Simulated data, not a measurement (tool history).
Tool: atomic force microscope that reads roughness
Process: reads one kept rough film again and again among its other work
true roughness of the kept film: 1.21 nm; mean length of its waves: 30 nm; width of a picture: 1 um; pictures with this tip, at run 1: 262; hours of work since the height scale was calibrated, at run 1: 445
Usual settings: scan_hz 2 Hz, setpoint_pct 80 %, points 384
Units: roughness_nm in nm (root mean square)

run	hour	scan_hz	setpoint_pct	points	pictures with this tip	hours of work since the height scale was calibrated	roughness_nm
1	0	2	80	384	262	445	1.053
2	30	1.04	80	384	298	469	1.11
3	64.5	2	80	384	338	495	1.065
# hour 99.2: new tip fitted
4	100.8	2	80	384	2	523	1.064
5	118.8	2	80	384	23	537	1.069
6	150.2	2	80	384	60	561	1.064
7	167.2	1.21	80	384	81	574	1.097
8	207.1	1.21	80	384	128	605	1.096
9	226.7	0.62	80	384	151	620	1.142
10	249.6	0.62	80	384	178	638	1.148
11	271.6	2	80	384	204	654	1.058
12	298.4	2	80	384	236	675	1.07
13	315.6	2.73	80	384	256	688	1.025
14	343.7	2.73	72	386	290	710	1.069
15	380.5	1.4	80	384	333	738	1.091
16	401.4	1.4	80	384	358	754	1.081
# hour 420.9: new tip fitted
17	438.5	1.4	80	384	20	783	1.098
18	456.2	3.4	59	384	41	796	1.11
19	478.8	3.4	57	384	68	814	1.122
20	511.5	3.4	57	384	107	839	1.133
21	535.1	2	78	384	135	857	1.073
22	553.6	2	83	384	157	871	1.045
23	587	1.68	83	291	196	897	1.056
24	606	0.93	63	975	219	912	1.154
25	633.6	2	56	466	252	933	1.15
26	656.5	2	56	466	279	951	1.145

Forecast each of these 3 alternatives for the next run:
A	690.2	1.01	80	384	319	977	?
B	690.2	0.57	80	384	319	977	?
C	690.2	2	56	374	319	977	?

run	roughness_nm
A	1.115
B	1.13
C	1.134
Without the tool's hidden state the same runs would have given:
run	roughness_nm
A	1.119
B	1.135
C	1.139
